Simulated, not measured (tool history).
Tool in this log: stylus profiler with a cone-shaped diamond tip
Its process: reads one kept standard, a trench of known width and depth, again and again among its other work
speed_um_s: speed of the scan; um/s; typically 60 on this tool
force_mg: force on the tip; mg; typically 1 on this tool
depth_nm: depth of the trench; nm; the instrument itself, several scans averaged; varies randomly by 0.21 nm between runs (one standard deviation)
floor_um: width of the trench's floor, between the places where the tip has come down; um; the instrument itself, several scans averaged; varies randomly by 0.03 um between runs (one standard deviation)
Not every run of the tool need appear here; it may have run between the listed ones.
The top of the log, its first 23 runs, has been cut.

run,day,speed_um_s,force_mg,depth_nm,floor_um
24,72.762,49,0.4,1004.92,93.53
25,74.988,18,0.4,1004.33,93.8
26,77.779,18,0.4,1004.73,93.85
27,81.246,118,0.64,1006.26,93.21
28,85.371,118,0.64,1006.29,93.14
29,89.204,118,0.64,1006.25,93.11
30,92.858,61,0.82,1007.39,93.62
31,95.633,90,0.35,1004.35,93.11
32,98.917,186,2.01,1013.4,93.22
33,102.712,64,1.03,1008.45,93.63
34,105.538,20,0.86,1007.91,93.85
# day 108.771: new tip fitted, height scale calibrated
35,109.604,20,0.86,1007.96,93.88
36,113.45,21,0.44,1004.95,93.88
37,117.054,181,0.36,1004.45,92.24

Below are 3 alternative next runs, each starting from the tool's condition after run 37. Predict each:
A,119.375,207,0.8,?,?
B,119.375,89,0.73,?,?
C,119.375,19,2.56,?,?

run,depth_nm,floor_um
A,1007.44,92.62
B,1006.9,93.39
C,1015.57,93.89
Take away the tool's hidden state, keep each run's random variation, and the runs would have read:
run,depth_nm,floor_um
A,1007.44,92.62
B,1006.89,93.4
C,1015.56,93.89
